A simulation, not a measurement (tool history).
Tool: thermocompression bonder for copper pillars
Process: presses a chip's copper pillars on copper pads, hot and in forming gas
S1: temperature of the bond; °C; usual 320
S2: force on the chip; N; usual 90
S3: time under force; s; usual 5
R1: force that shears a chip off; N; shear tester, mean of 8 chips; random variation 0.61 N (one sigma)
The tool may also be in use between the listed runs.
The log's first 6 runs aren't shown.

| run | hour | S1 | S2 | S3 | R1 |
|---|---|---|---|---|---|
| 7 | 57.7 | 320 | 90 | 5 | 53.2 |
| 8 | 67.9 | 305 | 90 | 5 | 45.0 |
| 9 | 74.9 | 320 | 66 | 5 | 39.3 |
| 10 | 80.5 | 320 | 83 | 5 | 50.9 |
| 11 | 92.1 | 320 | 83 | 5 | 49.7 |
| 12 | 103.4 | 320 | 83 | 5 | 50.8 |
|  | 110.7 | forming gas filter changed |
| 13 | 112.9 | 320 | 83 | 5 | 49.7 |
| 14 | 122.5 | 320 | 83 | 5 | 50.2 |
| 15 | 132.1 | 320 | 83 | 5 | 49.8 |
| 16 | 144.3 | 320 | 90 | 4 | 49.5 |
| 17 | 150.9 | 320 | 90 | 3 | 44.8 |
| 18 | 156.3 | 311 | 90 | 3 | 39.6 |
| 19 | 163.9 | 302 | 123 | 5 | 55.9 |
| 20 | 170.5 | 302 | 123 | 5 | 56.2 |
| 21 | 182.1 | 342 | 123 | 6 | 82.4 |
| 22 | 187.4 | 297 | 99 | 11 | 59.4 |
| 23 | 198.1 | 297 | 99 | 11 | 58.7 |
| 24 | 203.2 | 331 | 76 | 13 | 69.7 |
| 25 | 212.4 | 331 | 76 | 13 | 69.4 |
| 26 | 218.8 | 331 | 129 | 3 | 67.3 |
| 27 | 228.2 | 331 | 129 | 3 | 66.3 |

The next listed run, before its measurement:
| 28 | 237.5 | 347 | 129 | 7 | ? |

R1: 88.9 N
Without the tool's hidden state the same run would have given R1 88.9 N.
